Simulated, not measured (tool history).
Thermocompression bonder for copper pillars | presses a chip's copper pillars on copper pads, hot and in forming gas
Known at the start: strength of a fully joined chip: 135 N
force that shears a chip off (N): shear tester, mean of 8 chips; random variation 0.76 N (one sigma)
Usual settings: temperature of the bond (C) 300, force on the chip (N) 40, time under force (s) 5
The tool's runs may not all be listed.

run	hour	temperature of the bond (C)	force on the chip (N)	time under force (s)	force that shears a chip off (N)
1	0.0	300	40	5	57.2
2	52.0	300	40	5	56.5
3	139.7	300	40	3	46.6
4	186.8	300	40	3	45.4
5	245.8	300	40	3	47.4
6	317.1	300	40	5	57.3
# hour 326.2: force cell calibrated
7	375.3	300	40	5	55.8
# hour 421.8: forming gas filter changed
8	431.1	300	40	5	58.2
9	517.0	300	40	5	58.1
10	601.2	300	40	5	58.7
11	655.1	300	40	5	57.8
12	694.6	300	40	5	57.9
# hour 754.3: heater calibrated with a thermocouple chip
13	784.6	300	40	5	56.1
14	837.4	300	40	5	57.6
15	912.4	300	40	5	57.8
# hour 952.3: forming gas filter changed
16	985.7	300	40	5	58.7
17	1045.7	300	40	5	56.4
18	1082.9	300	40	5	57.7
19	1148.6	300	55	5	76.9
20	1203.7	300	40	5	57.1
21	1263.1	300	40	5	56.0
22	1328.7	300	40	5	58.0
23	1395.2	316	49	7	87.1
24	1437.3	321	50	4	78.7
# hour 1477.3: forming gas filter changed
25	1507.3	321	50	4	77.3

Run 26 comes next. What will it give?
26	1592.3	321	50	4	?

{"run 26": {"force that shears a chip off (N)": 79.9}}
Without the tool's hidden state the same run would have given force that shears a chip off (N) 79.9.
